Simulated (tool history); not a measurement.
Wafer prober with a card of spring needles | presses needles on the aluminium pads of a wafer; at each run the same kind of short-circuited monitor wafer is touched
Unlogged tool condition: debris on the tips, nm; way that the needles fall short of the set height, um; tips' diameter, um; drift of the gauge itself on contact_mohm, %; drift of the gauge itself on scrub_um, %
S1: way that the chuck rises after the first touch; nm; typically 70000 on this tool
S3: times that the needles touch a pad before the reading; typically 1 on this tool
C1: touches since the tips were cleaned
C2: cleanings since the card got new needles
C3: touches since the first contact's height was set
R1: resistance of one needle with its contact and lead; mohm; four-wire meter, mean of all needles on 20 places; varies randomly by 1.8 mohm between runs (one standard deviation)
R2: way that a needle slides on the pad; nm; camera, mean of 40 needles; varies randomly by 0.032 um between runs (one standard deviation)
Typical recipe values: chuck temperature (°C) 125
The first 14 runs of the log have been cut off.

{"run": 15, "hour": 160.7, "S1": 70000, "chuck temperature (°C)": 40, "S3": 1, "C1": 6264, "C2": 38, "C3": 32566, "R1": 256, "R2": 9810}
{"hour": 164.6, "done": "tips cleaned on abrasive film"}
{"run": 16, "hour": 172.3, "S1": 70000, "chuck temperature (°C)": 40, "S3": 1, "C1": 3583, "C2": 39, "C3": 37896, "R1": 243, "R2": 9730}
{"hour": 181.0, "done": "tips cleaned on abrasive film"}
{"run": 17, "hour": 183.0, "S1": 55000, "chuck temperature (°C)": 125, "S3": 1, "C1": 929, "C2": 40, "C3": 42770, "R1": 234, "R2": 7630}
{"run": 18, "hour": 196.3, "S1": 55000, "chuck temperature (°C)": 125, "S3": 1, "C1": 7027, "C2": 40, "C3": 48868, "R1": 304, "R2": 7590}
{"hour": 198.2, "done": "tips cleaned on abrasive film"}
{"run": 19, "hour": 203.4, "S1": 70000, "chuck temperature (°C)": 77, "S3": 1, "C1": 2396, "C2": 41, "C3": 52098, "R1": 244, "R2": 9710}
{"run": 20, "hour": 211.3, "S1": 70000, "chuck temperature (°C)": 30, "S3": 3, "C1": 6022, "C2": 41, "C3": 55724, "R1": 206, "R2": 9700}
{"hour": 215.2, "done": "tips cleaned on abrasive film"}
{"run": 21, "hour": 223.7, "S1": 70000, "chuck temperature (°C)": 30, "S3": 3, "C1": 3921, "C2": 42, "C3": 61391, "R1": 200, "R2": 9710}
{"hour": 232.8, "done": "tips cleaned on abrasive film"}
{"run": 22, "hour": 234.1, "S1": 77000, "chuck temperature (°C)": 68, "S3": 1, "C1": 592, "C2": 43, "C3": 66101, "R1": 198, "R2": 10640}

Run 23 is up next; what results do you expect?
{"hour": 249.4, "done": "tips cleaned on abrasive film"}
{"run": 23, "hour": 249.4, "S1": 77000, "chuck temperature (°C)": 68, "S3": 1, "C1": 0, "C2": 44, "C3": 73102, "R1": "?", "R2": "?"}

R1: 185 mohm
R2: 10680 nm
With the hidden condition absent and the run-to-run variation left alone, this run would have shown R1 179 mohm, R2 10850 nm.
